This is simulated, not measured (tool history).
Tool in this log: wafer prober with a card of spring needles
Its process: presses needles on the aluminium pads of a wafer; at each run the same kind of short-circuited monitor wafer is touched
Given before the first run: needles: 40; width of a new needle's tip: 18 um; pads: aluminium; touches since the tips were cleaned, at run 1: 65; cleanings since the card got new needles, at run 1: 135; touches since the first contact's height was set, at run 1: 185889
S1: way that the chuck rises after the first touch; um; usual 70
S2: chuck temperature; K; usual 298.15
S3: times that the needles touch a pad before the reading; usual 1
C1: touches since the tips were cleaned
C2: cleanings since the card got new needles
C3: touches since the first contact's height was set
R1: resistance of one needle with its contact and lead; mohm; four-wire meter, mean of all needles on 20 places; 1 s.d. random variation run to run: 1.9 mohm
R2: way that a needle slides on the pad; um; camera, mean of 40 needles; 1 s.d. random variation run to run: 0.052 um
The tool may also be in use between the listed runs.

run 1 hour=0.0 | S1=70 S2=298.15 S3=1 | C1=65 C2=135 C3=185889 | R1=268 R2=16.71
-- hour=7.4 tips cleaned on abrasive film
-- hour=14.7 tips cleaned on abrasive film
run 2 hour=14.7 | S1=70 S2=298.15 S3=2 | C1=0 C2=137 C3=191899 | R1=267 R2=16.63
-- hour=22.3 tips cleaned on abrasive film
-- hour=24.1 height of the first contact set anew
-- hour=29.5 tips cleaned on abrasive film
run 3 hour=34.6 | S1=60 S2=298.15 S3=1 | C1=2121 C2=139 C3=4299 | R1=293 R2=13.97
-- hour=36.2 tips cleaned on abrasive film
-- hour=43.0 tips cleaned on abrasive film
-- hour=50.4 tips cleaned on abrasive film
run 4 hour=52.1 | S1=60 S2=298.15 S3=1 | C1=695 C2=142 C3=11468 | R1=279 R2=13.97
-- hour=57.9 tips cleaned on abrasive film
-- hour=65.1 tips cleaned on abrasive film
run 5 hour=70.0 | S1=70 S2=298.15 S3=1 | C1=2024 C2=144 C3=18813 | R1=283 R2=16.45
-- hour=71.5 tips cleaned on abrasive film
-- hour=78.7 tips cleaned on abrasive film
-- hour=81.6 height of the first contact set anew, once more
-- hour=85.9 tips cleaned on abrasive film
-- hour=92.5 tips cleaned on abrasive film
run 6 hour=93.6 | S1=70 S2=369.15 S3=1 | C1=439 C2=148 C3=4897 | R1=292 R2=17.65
-- hour=99.2 tips cleaned on abrasive film
-- hour=107.0 tips cleaned on abrasive film
run 7 hour=108.2 | S1=70 S2=332.15 S3=1 | C1=503 C2=150 C3=10897 | R1=281 R2=17.55
-- hour=114.0 tips cleaned on abrasive film
-- hour=121.4 tips cleaned on abrasive film
-- hour=128.5 tips cleaned on abrasive film
run 8 hour=128.5 | S1=70 S2=332.15 S3=1 | C1=27 C2=153 C3=19229 | R1=275 R2=17.48
-- hour=135.7 tips cleaned on abrasive film
-- hour=143.2 tips cleaned on abrasive film
-- hour=149.5 tips cleaned on abrasive film
run 9 hour=153.1 | S1=70 S2=348.15 S3=1 | C1=1513 C2=156 C3=29325 | R1=290 R2=17.47
-- hour=156.3 tips cleaned on abrasive film
-- hour=164.2 tips cleaned on abrasive film
run 10 hour=168.9 | S1=70 S2=298.15 S3=1 | C1=1948 C2=158 C3=35789 | R1=281 R2=17.45
-- hour=170.5 tips cleaned on abrasive film
-- hour=178.1 tips cleaned on abrasive film
-- hour=185.2 tips cleaned on abrasive film
run 11 hour=189.8 | S1=70 S2=298.15 S3=1 | C1=1873 C2=161 C3=44339 | R1=286 R2=17.39
-- hour=193.0 tips cleaned on abrasive film
-- hour=200.6 tips cleaned on abrasive film
-- hour=207.6 tips cleaned on abrasive film
-- hour=214.9 tips cleaned on abrasive film
run 12 hour=214.9 | S1=70 S2=298.15 S3=3 | C1=0 C2=165 C3=54633 | R1=267 R2=17.29
-- hour=222.3 tips cleaned on abrasive film
-- hour=229.9 tips cleaned on abrasive film
-- hour=237.2 tips cleaned on abrasive film
run 13 hour=239.6 | S1=70 S2=298.15 S3=2 | C1=1013 C2=168 C3=64767 | R1=272 R2=17.27
-- hour=244.4 tips cleaned on abrasive film
-- hour=250.7 tips cleaned on abrasive film
-- hour=257.7 tips cleaned on abrasive film
run 14 hour=259.7 | S1=70 S2=298.15 S3=2 | C1=849 C2=171 C3=73012 | R1=272 R2=17.28
-- hour=264.8 tips cleaned on abrasive film
-- hour=271.3 tips cleaned on abrasive film
-- hour=277.6 tips cleaned on abrasive film
run 15 hour=280.1 | S1=59 S2=363.15 S3=3 | C1=1034 C2=174 C3=81338 | R1=289 R2=14.46
-- hour=284.8 tips cleaned on abrasive film
-- hour=296.8 card fitted with new needles
-- hour=303.8 tips cleaned on abrasive film
run 16 hour=306.2 | S1=59 S2=363.15 S3=3 | C1=1000 C2=1 C3=3839 | R1=288 R2=14.79
-- hour=310.9 tips cleaned on abrasive film
-- hour=318.1 tips cleaned on abrasive film
-- hour=325.5 tips cleaned on abrasive film
run 17 hour=327.2 | S1=72 S2=377.15 S3=2 | C1=724 C2=4 C3=12453 | R1=287 R2=17.93
-- hour=333.3 tips cleaned on abrasive film
-- hour=340.8 tips cleaned on abrasive film
run 18 hour=346.1 | S1=72 S2=314.15 S3=3 | C1=2202 C2=6 C3=20220 | R1=271 R2=17.93
-- hour=347.4 tips cleaned on abrasive film
-- hour=355.0 tips cleaned on abrasive film
-- hour=362.7 tips cleaned on abrasive film
-- hour=369.0 tips cleaned on abrasive film
run 19 hour=370.2 | S1=71 S2=344.15 S3=2 | C1=466 C2=10 C3=30058 | R1=283 R2=17.67
-- hour=376.0 tips cleaned on abrasive film
-- hour=382.3 tips cleaned on abrasive film
run 20 hour=388.5 | S1=70 S2=350.15 S3=2 | C1=2565 C2=12 C3=37601 | R1=288 R2=17.39
-- hour=390.0 tips cleaned on abrasive film
-- hour=397.2 tips cleaned on abrasive film
-- hour=404.5 tips cleaned on abrasive film
run 21 hour=405.2 | S1=51 S2=334.15 S3=3 | C1=307 C2=15 C3=44428 | R1=283 R2=12.58
-- hour=411.1 tips cleaned on abrasive film
-- hour=417.4 tips cleaned on abrasive film
run 22 hour=420.3 | S1=51 S2=334.15 S3=3 | C1=1179 C2=17 C3=50586 | R1=283 R2=12.59
-- hour=424.6 tips cleaned on abrasive film
-- hour=431.9 tips cleaned on abrasive film
-- hour=439.5 tips cleaned on abrasive film
run 23 hour=439.9 | S1=68 S2=303.15 S3=1 | C1=162 C2=20 C3=58633 | R1=270 R2=16.76
-- hour=446.1 tips cleaned on abrasive film
-- hour=453.4 tips cleaned on abrasive film
-- hour=460.8 tips cleaned on abrasive film
run 24 hour=464.0 | S1=65 S2=376.15 S3=1 | C1=1305 C2=23 C3=68508 | R1=299 R2=15.98
-- hour=467.2 tips cleaned on abrasive film
-- hour=474.3 tips cleaned on abrasive film
run 25 hour=475.7 | S1=65 S2=376.15 S3=1 | C1=600 C2=25 C3=73303 | R1=292 R2=15.97
-- hour=481.2 tips cleaned on abrasive film
-- hour=488.7 tips cleaned on abrasive film
-- hour=496.4 tips cleaned on abrasive film
run 26 hour=500.0 | S1=70 S2=395.15 S3=1 | C1=1467 C2=28 C3=83255 | R1=302 R2=17.16

Predict each of these 5 candidate next runs independently; none follows another, all start after run 26:
-- hour=503.2 tips cleaned on abrasive film
-- hour=510.3 tips cleaned on abrasive film
-- hour=516.8 tips cleaned on abrasive film
run A hour=516.8 | S1=70 S2=298.15 S3=1 | C1=0 C2=31 C3=90115 | R1=? R2=?
-- hour=503.2 tips cleaned on abrasive film
-- hour=510.3 tips cleaned on abrasive film
-- hour=516.8 tips cleaned on abrasive film
run B hour=516.8 | S1=82 S2=395.15 S3=1 | C1=0 C2=31 C3=90115 | R1=? R2=?
-- hour=503.2 tips cleaned on abrasive film
-- hour=510.3 tips cleaned on abrasive film
-- hour=516.8 tips cleaned on abrasive film
run C hour=516.8 | S1=66 S2=300.15 S3=2 | C1=0 C2=31 C3=90115 | R1=? R2=?
-- hour=503.2 tips cleaned on abrasive film
-- hour=510.3 tips cleaned on abrasive film
-- hour=516.8 tips cleaned on abrasive film
run D hour=516.8 | S1=68 S2=393.15 S3=1 | C1=0 C2=31 C3=90115 | R1=? R2=?
-- hour=503.2 tips cleaned on abrasive film
-- hour=510.3 tips cleaned on abrasive film
-- hour=516.8 tips cleaned on abrasive film
run E hour=516.8 | S1=65 S2=315.15 S3=2 | C1=0 C2=31 C3=90115 | R1=? R2=?

run=A R1=265 R2=17.30
run=B R1=289 R2=20.19
run=C R1=266 R2=16.16
run=D R1=296 R2=16.72
run=E R1=275 R2=15.96
Without the tool's hidden state the same runs would have given:
run=A R1=263 R2=17.68
run=B R1=287 R2=20.58
run=C R1=264 R2=16.55
run=D R1=294 R2=17.11
run=E R1=273 R2=16.35
